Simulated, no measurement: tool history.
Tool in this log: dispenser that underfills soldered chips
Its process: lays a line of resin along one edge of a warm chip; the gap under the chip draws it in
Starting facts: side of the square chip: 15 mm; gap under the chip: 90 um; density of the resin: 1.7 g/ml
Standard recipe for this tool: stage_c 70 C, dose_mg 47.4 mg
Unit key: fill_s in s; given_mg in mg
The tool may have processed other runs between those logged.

run,day,stage_c,dose_mg,fill_s,given_mg
1,0.000,70,47.4,116.9,45.99
2,0.304,72,47.4,133.6,45.82
3,0.688,57,47.4,188.1,47.41
4,1.029,57,47.4,169.2,47.09
5,1.446,57,47.4,222.4,46.98
6,1.658,70,41.0,120.7,40.35
7,2.125,70,41.0,112.7,40.18
8,2.442,70,41.0,140.8,40.12
9,2.725,59,41.0,176.6,40.05
10,2.938,59,41.0,200.3,39.47
11,3.229,59,41.0,171.2,39.61
12,3.771,70,44.8,109.3,44.54
13,4.254,70,44.8,148.2,44.32
14,4.754,70,44.8,141.6,43.92
15,5.212,70,47.4,136.9,46.19
16,5.475,70,47.4,111.2,46.18
17,5.871,70,47.4,146.0,45.45
18,6.175,70,47.4,122.7,45.80
19,6.433,58,60.3,206.3,60.38
20,6.708,76,42.8,97.2,42.71
21,7.221,56,54.3,181.2,53.70
22,7.575,56,54.3,231.3,53.28
23,8.025,73,57.9,117.8,57.02
24,8.262,70,52.2,105.7,51.00
25,8.721,70,52.2,145.9,50.76
26,9.096,70,57.7,123.6,55.86
27,9.421,62,59.0,137.3,58.79
28,9.800,62,41.5,190.4,41.67
29,10.117,80,52.6,84.6,52.06
30,10.379,80,52.6,101.1,52.17
31,10.650,57,43.0,191.5,42.17
32,11.033,74,60.9,89.5,59.65
33,11.471,74,54.0,121.6,52.81
34,11.842,74,54.0,105.7,52.42
35,12.204,76,41.0,94.2,40.84

Between the runs listed above, the log contained 27 entries, not reproduced here. Where in the sequence does each belong, and how does what the log doesn't record of the tool's condition differ from the listed run before to the listed run after?
Run 2 -> run 3: dispensing valve cleaned and set on the balance (day 0.446); new syringe of resin (day 0.496)
  resin's viscosity, % of fresh resin's: 130.8 -> 110.6; dose that the valve gives, % of what is set: 96.56 -> 99.98; true chip temperature over the reading, C: 1.19 -> 1.21
  measured result minus the result with no hidden state, fill_s: +28.3 -> +10.2 s; given_mg: -1.64 -> -0.01 mg
Run 3 -> run 4: new syringe of resin (day 1.025)
  resin's viscosity, % of fresh resin's: 110.6 -> 98.8; dose that the valve gives, % of what is set: 99.98 -> 99.52; true chip temperature over the reading, C: 1.21 -> 1.23
  measured result minus the result with no hidden state, fill_s: +10.2 -> -9.8 s; given_mg: -0.01 -> -0.23 mg
Run 5 -> run 6: new syringe of resin (day 1.583)
  resin's viscosity, % of fresh resin's: 130.6 -> 105.9; dose that the valve gives, % of what is set: 99 -> 98.75; true chip temperature over the reading, C: 1.26 -> 1.27
  measured result minus the result with no hidden state, fill_s: +44.4 -> +2.3 s; given_mg: -0.48 -> -0.51 mg
Run 6 -> run 7: new syringe of resin (day 2.125)
  resin's viscosity, % of fresh resin's: 105.9 -> 100.3; dose that the valve gives, % of what is set: 98.75 -> 98.19; true chip temperature over the reading, C: 1.27 -> 1.3
  measured result minus the result with no hidden state, fill_s: +2.3 -> -3.9 s; given_mg: -0.51 -> -0.74 mg
Run 8 -> run 9: new syringe of resin (day 2.658)
  resin's viscosity, % of fresh resin's: 124.1 -> 105.4; dose that the valve gives, % of what is set: 97.72 -> 97.38; true chip temperature over the reading, C: 1.32 -> 1.34
  measured result minus the result with no hidden state, fill_s: +23.3 -> +2.7 s; given_mg: -0.94 -> -1.08 mg
Run 10 -> run 11: new syringe of resin (day 3.200)
  resin's viscosity, % of fresh resin's: 121.4 -> 102.6; dose that the valve gives, % of what is set: 97.09 -> 96.76; true chip temperature over the reading, C: 1.35 -> 1.37
  measured result minus the result with no hidden state, fill_s: +29.1 -> -1.7 s; given_mg: -1.19 -> -1.33 mg
Run 11 -> run 12: dispensing valve cleaned and set on the balance (day 3.383); new syringe of resin (day 3.771)
  resin's viscosity, % of fresh resin's: 102.6 -> 98.7; dose that the valve gives, % of what is set: 96.76 -> 99.42; true chip temperature over the reading, C: 1.37 -> 1.4
  measured result minus the result with no hidden state, fill_s: -1.7 -> -6.7 s; given_mg: -1.33 -> -0.26 mg
Run 13 -> run 14: new syringe of resin (day 4.325)
  resin's viscosity, % of fresh resin's: 136.9 -> 131.3; dose that the valve gives, % of what is set: 98.76 -> 98.13; true chip temperature over the reading, C: 1.43 -> 1.47
  measured result minus the result with no hidden state, fill_s: +34.9 -> +28.9 s; given_mg: -0.56 -> -0.84 mg
Run 14 -> run 15: new syringe of resin (day 4.867)
  resin's viscosity, % of fresh resin's: 131.3 -> 126.5; dose that the valve gives, % of what is set: 98.13 -> 97.55; true chip temperature over the reading, C: 1.47 -> 1.5
  measured result minus the result with no hidden state, fill_s: +28.9 -> +23.7 s; given_mg: -0.84 -> -1.16 mg
Run 15 -> run 16: new syringe of resin (day 5.425)
  resin's viscosity, % of fresh resin's: 126.5 -> 104.4; dose that the valve gives, % of what is set: 97.55 -> 97.2; true chip temperature over the reading, C: 1.5 -> 1.52
  measured result minus the result with no hidden state, fill_s: +23.7 -> -0.2 s; given_mg: -1.16 -> -1.33 mg
Run 17 -> run 18: new syringe of resin (day 5.988)
  resin's viscosity, % of fresh resin's: 136.4 -> 113.8; dose that the valve gives, % of what is set: 96.63 -> 96.25; true chip temperature over the reading, C: 1.54 -> 1.56
  measured result minus the result with no hidden state, fill_s: +34.3 -> +10.1 s; given_mg: -1.59 -> -1.78 mg
Run 18 -> run 19: dispensing valve cleaned and set on the balance (day 6.312)
  resin's viscosity, % of fresh resin's: 113.8 -> 131.8; dose that the valve gives, % of what is set: 96.25 -> 100.1; true chip temperature over the reading, C: 1.56 -> 1.58
  measured result minus the result with no hidden state, fill_s: +10.1 -> +40.3 s; given_mg: -1.78 -> +0.05 mg
Run 19 -> run 20: new syringe of resin (day 6.600)
  resin's viscosity, % of fresh resin's: 131.8 -> 107.2; dose that the valve gives, % of what is set: 100.1 -> 99.76; true chip temperature over the reading, C: 1.58 -> 1.59
  measured result minus the result with no hidden state, fill_s: +40.3 -> +1.8 s; given_mg: +0.05 -> -0.11 mg
Run 20 -> run 21: new syringe of resin (day 7.133)
  resin's viscosity, % of fresh resin's: 107.2 -> 106.2; dose that the valve gives, % of what is set: 99.76 -> 99.14; true chip temperature over the reading, C: 1.59 -> 1.62
  measured result minus the result with no hidden state, fill_s: +1.8 -> +0.1 s; given_mg: -0.11 -> -0.46 mg
Run 22 -> run 23: new syringe of resin (day 7.700)
  resin's viscosity, % of fresh resin's: 135 -> 126.6; dose that the valve gives, % of what is set: 98.65 -> 98.09; true chip temperature over the reading, C: 1.65 -> 1.67
  measured result minus the result with no hidden state, fill_s: +49.5 -> +19.6 s; given_mg: -0.74 -> -1.12 mg
Run 23 -> run 24: new syringe of resin (day 8.258)
  resin's viscosity, % of fresh resin's: 126.6 -> 101.7; dose that the valve gives, % of what is set: 98.09 -> 97.79; true chip temperature over the reading, C: 1.67 -> 1.69
  measured result minus the result with no hidden state, fill_s: +19.6 -> -4.0 s; given_mg: -1.12 -> -1.16 mg
Run 25 -> run 26: new syringe of resin (day 8.800)
  resin's viscosity, % of fresh resin's: 138.8 -> 120.9; dose that the valve gives, % of what is set: 97.2 -> 96.73; true chip temperature over the reading, C: 1.72 -> 1.74
  measured result minus the result with no hidden state, fill_s: +34.9 -> +15.4 s; given_mg: -1.46 -> -1.89 mg
Run 26 -> run 27: dispensing valve cleaned and set on the balance (day 9.221); new syringe of resin (day 9.375)
  resin's viscosity, % of fresh resin's: 120.9 -> 101.8; dose that the valve gives, % of what is set: 96.73 -> 100.07; true chip temperature over the reading, C: 1.74 -> 1.76
  measured result minus the result with no hidden state, fill_s: +15.4 -> -6.5 s; given_mg: -1.89 -> +0.04 mg
Run 28 -> run 29: new syringe of resin (day 9.933)
  resin's viscosity, % of fresh resin's: 131.6 -> 114; dose that the valve gives, % of what is set: 99.56 -> 99.13; true chip temperature over the reading, C: 1.78 -> 1.8
  measured result minus the result with no hidden state, fill_s: +36.3 -> +6.0 s; given_mg: -0.18 -> -0.45 mg
Run 30 -> run 31: new syringe of resin (day 10.475)
  resin's viscosity, % of fresh resin's: 136 -> 111.8; dose that the valve gives, % of what is set: 98.81 -> 98.47; true chip temperature over the reading, C: 1.82 -> 1.84
  measured result minus the result with no hidden state, fill_s: +22.5 -> +9.1 s; given_mg: -0.62 -> -0.66 mg
Run 31 -> run 32: new syringe of resin (day 11.017)
  resin's viscosity, % of fresh resin's: 111.8 -> 101.9; dose that the valve gives, % of what is set: 98.47 -> 97.98; true chip temperature over the reading, C: 1.84 -> 1.86
  measured result minus the result with no hidden state, fill_s: +9.1 -> -3.8 s; given_mg: -0.66 -> -1.24 mg
Run 33 -> run 34: new syringe of resin (day 11.567)
  resin's viscosity, % of fresh resin's: 136.7 -> 118.6; dose that the valve gives, % of what is set: 97.42 -> 96.97; true chip temperature over the reading, C: 1.89 -> 1.92
  measured result minus the result with no hidden state, fill_s: +27.1 -> +11.1 s; given_mg: -1.40 -> -1.64 mg
Run 34 -> run 35: new syringe of resin (day 12.104); dispensing valve cleaned and set on the balance (day 12.146)
  resin's viscosity, % of fresh resin's: 118.6 -> 104.8; dose that the valve gives, % of what is set: 96.97 -> 100.1; true chip temperature over the reading, C: 1.92 -> 1.94
  measured result minus the result with no hidden state, fill_s: +11.1 -> -1.6 s; given_mg: -1.64 -> +0.04 mg

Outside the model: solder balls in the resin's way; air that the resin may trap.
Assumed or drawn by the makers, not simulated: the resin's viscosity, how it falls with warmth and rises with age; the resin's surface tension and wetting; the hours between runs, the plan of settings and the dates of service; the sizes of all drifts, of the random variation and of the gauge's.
